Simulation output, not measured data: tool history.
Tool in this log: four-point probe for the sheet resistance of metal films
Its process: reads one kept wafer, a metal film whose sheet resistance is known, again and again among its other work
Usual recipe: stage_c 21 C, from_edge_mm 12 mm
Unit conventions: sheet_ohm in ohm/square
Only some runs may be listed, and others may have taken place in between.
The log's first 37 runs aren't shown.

run,day,stage_c,from_edge_mm,sheet_ohm
38,22.296,34,4,3.247856
39,22.892,34,12,3.107603
40,23.600,34,12,3.108277
41,24.321,34,12,3.108357
42,24.983,20,9,3.176828
43,25.742,21,8,3.180818
44,26.550,21,10,3.165881
45,27.179,22,6,3.208590
46,27.646,22,6,3.208382

3 ways to go on from here, each from the tool as it stands after run 46. What would each give?
A,28.521,23,6,?
B,28.521,34,3,?
C,28.521,21,3,?

run,sheet_ohm
A,3.203977
B,3.358905
C,3.411943
Stripped of hidden state, with their random variation kept, the same runs would have yielded:
run,sheet_ohm
A,3.191775
B,3.346171
C,3.399028

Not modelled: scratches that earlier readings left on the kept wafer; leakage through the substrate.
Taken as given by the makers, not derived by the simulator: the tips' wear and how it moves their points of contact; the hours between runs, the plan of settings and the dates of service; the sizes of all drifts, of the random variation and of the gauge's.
